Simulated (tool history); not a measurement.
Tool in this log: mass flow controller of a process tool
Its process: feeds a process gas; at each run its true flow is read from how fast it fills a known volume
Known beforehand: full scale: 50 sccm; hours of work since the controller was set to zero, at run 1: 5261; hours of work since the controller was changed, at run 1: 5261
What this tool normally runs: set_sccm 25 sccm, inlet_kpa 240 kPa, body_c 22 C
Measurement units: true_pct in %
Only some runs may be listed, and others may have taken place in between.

run,hour,set_sccm,inlet_kpa,body_c,hours of work since the controller was set to zero,hours of work since the controller was changed,true_pct
1,0.0,25,240,22,5261,5261,99.43
# hour 73.8: controller's zero set anew
2,155.0,9,240,22,56,5367,98.79
3,240.8,9,240,22,115,5426,98.98
4,367.8,9,240,22,203,5514,98.91
5,458.0,25,240,22,265,5576,99.38
6,637.8,25,240,22,389,5700,99.35
7,742.8,25,240,22,461,5772,99.44
8,892.1,20,172,22,564,5875,99.05
9,996.2,7,167,23,636,5947,98.32
10,1087.2,7,167,23,698,6010,98.38
11,1182.1,17,240,32,764,6075,97.96
12,1277.2,6,161,22,829,6141,98.49
13,1445.4,6,161,22,945,6256,98.44

For each entry between runs, how does the tool's hidden state at the last listed run before it compare with that at the first listed run after it?
In the gap between runs 1 and 2: controller's zero set anew (hour 73.8)
  flow at rest that the sensor doesn't see, % of full scale: 0.002 -> 0
